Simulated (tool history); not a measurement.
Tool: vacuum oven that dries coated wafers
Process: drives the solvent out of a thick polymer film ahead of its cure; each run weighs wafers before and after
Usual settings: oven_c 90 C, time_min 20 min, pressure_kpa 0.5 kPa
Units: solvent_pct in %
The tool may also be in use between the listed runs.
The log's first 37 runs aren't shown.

{"run": 38, "hour": 1148.4, "oven_c": 87, "time_min": 19, "pressure_kpa": 0.558, "solvent_pct": 2.41}
{"run": 39, "hour": 1175.7, "oven_c": 90, "time_min": 22, "pressure_kpa": 0.811, "solvent_pct": 1.34}
{"run": 40, "hour": 1207.8, "oven_c": 90, "time_min": 22, "pressure_kpa": 0.811, "solvent_pct": 1.36}
{"run": 41, "hour": 1232.1, "oven_c": 90, "time_min": 36, "pressure_kpa": 0.811, "solvent_pct": 0.75}
{"run": 42, "hour": 1255.6, "oven_c": 90, "time_min": 36, "pressure_kpa": 0.811, "solvent_pct": 0.68}
{"run": 43, "hour": 1277.9, "oven_c": 90, "time_min": 36, "pressure_kpa": 0.811, "solvent_pct": 0.77}
{"run": 44, "hour": 1301.0, "oven_c": 83, "time_min": 14, "pressure_kpa": 0.641, "solvent_pct": 5.22}
{"run": 45, "hour": 1326.9, "oven_c": 83, "time_min": 14, "pressure_kpa": 0.641, "solvent_pct": 5.37}

Run 46 comes next. What will it give?
{"run": 46, "hour": 1368.4, "oven_c": 83, "time_min": 14, "pressure_kpa": 0.641, "solvent_pct": "?"}

solvent_pct: 5.28 %
Without the tool's hidden state the same run would have given solvent_pct 5.55 %.
